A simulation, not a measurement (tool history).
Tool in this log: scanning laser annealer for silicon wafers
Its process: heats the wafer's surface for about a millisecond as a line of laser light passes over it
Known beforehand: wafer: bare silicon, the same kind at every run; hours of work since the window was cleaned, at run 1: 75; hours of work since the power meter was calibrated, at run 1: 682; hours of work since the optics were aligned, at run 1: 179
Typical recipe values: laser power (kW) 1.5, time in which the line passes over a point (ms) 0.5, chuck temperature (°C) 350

| run | hour | laser power (kW) | time in which the line passes over a point (ms) | chuck temperature (°C) | hours of work since the window was cleaned | hours of work since the power meter was calibrated | hours of work since the optics were aligned | highest temperature of the surface (°C) |
|---|---|---|---|---|---|---|---|---|
| 1 | 0 | 1.5 | 0.5 | 350 | 75 | 682 | 179 | 1102 |
| 2 | 25.9 | 1.5 | 0.5 | 350 | 91 | 698 | 195 | 1099 |
| 3 | 39.2 | 1.5 | 0.5 | 350 | 99 | 706 | 203 | 1099 |
| 4 | 55.2 | 1.5 | 0.5 | 350 | 109 | 716 | 213 | 1098 |
| 5 | 74.9 | 1.5 | 0.5 | 350 | 121 | 728 | 225 | 1096 |
| 6 | 91.5 | 1.5 | 0.5 | 350 | 131 | 739 | 236 | 1095 |
| 7 | 119.6 | 1.5 | 0.419 | 384 | 149 | 756 | 253 | 1068 |
| 8 | 142.8 | 1.5 | 0.419 | 384 | 163 | 770 | 267 | 1071 |
| 9 | 172.7 | 1.5 | 0.498 | 356 | 182 | 789 | 286 | 1091 |
| 10 | 204.8 | 1.5 | 0.498 | 356 | 201 | 809 | 306 | 1086 |
| 11 | 222.1 | 1.602 | 0.561 | 332 | 212 | 819 | 316 | 1164 |
| 12 | 237.7 | 1.605 | 0.561 | 332 | 222 | 829 | 326 | 1164 |

Here are 5 independent what-if runs from the current tool condition. What would each one return?
| A | 259.9 | 1.56 | 0.37 | 369 | 235 | 843 | 340 | ? |
| B | 259.9 | 1.341 | 0.355 | 355 | 235 | 843 | 340 | ? |
| C | 259.9 | 1.324 | 0.379 | 376 | 235 | 843 | 340 | ? |
| D | 259.9 | 1.5 | 0.536 | 350 | 235 | 843 | 340 | ? |
| E | 259.9 | 1.497 | 0.588 | 320 | 235 | 843 | 340 | ? |

| run | highest temperature of the surface (°C) |
|---|---|
| A | 1039 |
| B | 903 |
| C | 934 |
| D | 1100 |
| E | 1102 |
Had the tool no hidden state, the same runs would have come out as:
| run | highest temperature of the surface (°C) |
|---|---|
| A | 1082 |
| B | 939 |
| C | 970 |
| D | 1150 |
| E | 1153 |
